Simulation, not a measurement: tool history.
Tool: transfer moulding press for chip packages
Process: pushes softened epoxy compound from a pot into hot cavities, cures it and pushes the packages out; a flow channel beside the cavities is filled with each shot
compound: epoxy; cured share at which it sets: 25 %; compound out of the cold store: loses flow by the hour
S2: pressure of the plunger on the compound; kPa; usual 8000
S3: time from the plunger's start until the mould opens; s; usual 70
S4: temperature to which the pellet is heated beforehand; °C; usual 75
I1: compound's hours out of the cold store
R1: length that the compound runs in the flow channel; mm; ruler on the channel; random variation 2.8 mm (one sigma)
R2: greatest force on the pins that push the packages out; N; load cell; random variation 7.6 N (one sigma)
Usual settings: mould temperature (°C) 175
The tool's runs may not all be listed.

{"run": 1, "hour": 0.0, "mould temperature (°C)": 175, "S2": 8000, "S3": 70, "S4": 75, "I1": 37.4, "R1": 825, "R2": 487}
{"run": 2, "hour": 33.6, "mould temperature (°C)": 175, "S2": 8000, "S3": 70, "S4": 75, "I1": 28.9, "R1": 874, "R2": 623}
{"hour": 47.0, "done": "cavities cleaned with cleaning compound and waxed"}
{"run": 3, "hour": 64.3, "mould temperature (°C)": 182, "S2": 8000, "S3": 70, "S4": 75, "I1": 43.9, "R1": 766, "R2": 317}
{"run": 4, "hour": 100.1, "mould temperature (°C)": 171, "S2": 8000, "S3": 70, "S4": 75, "I1": 20.9, "R1": 922, "R2": 850}
{"hour": 117.8, "done": "plunger's sealing rings changed"}
{"hour": 125.3, "done": "cavities cleaned with cleaning compound and waxed"}
{"run": 5, "hour": 158.4, "mould temperature (°C)": 171, "S2": 8000, "S3": 70, "S4": 75, "I1": 17.5, "R1": 993, "R2": 758}
{"hour": 200.3, "done": "cavities cleaned with cleaning compound and waxed"}
{"run": 6, "hour": 204.4, "mould temperature (°C)": 171, "S2": 8000, "S3": 70, "S4": 75, "I1": 31.5, "R1": 904, "R2": 497}
{"run": 7, "hour": 234.4, "mould temperature (°C)": 171, "S2": 8000, "S3": 70, "S4": 75, "I1": 17.1, "R1": 989, "R2": 769}
{"hour": 273.5, "done": "cavities cleaned with cleaning compound and waxed"}
{"run": 8, "hour": 275.2, "mould temperature (°C)": 171, "S2": 6630, "S3": 64, "S4": 75, "I1": 39.2, "R1": 774, "R2": 567}

The next listed run, before its measurement:
{"run": 9, "hour": 321.9, "mould temperature (°C)": 174, "S2": 8000, "S3": 70, "S4": 75, "I1": 20.6, "R1": "?", "R2": "?"}

R1: 946 mm
R2: 655 N
Without the tool's hidden state the same run would have given R1 979 mm, R2 379 N.

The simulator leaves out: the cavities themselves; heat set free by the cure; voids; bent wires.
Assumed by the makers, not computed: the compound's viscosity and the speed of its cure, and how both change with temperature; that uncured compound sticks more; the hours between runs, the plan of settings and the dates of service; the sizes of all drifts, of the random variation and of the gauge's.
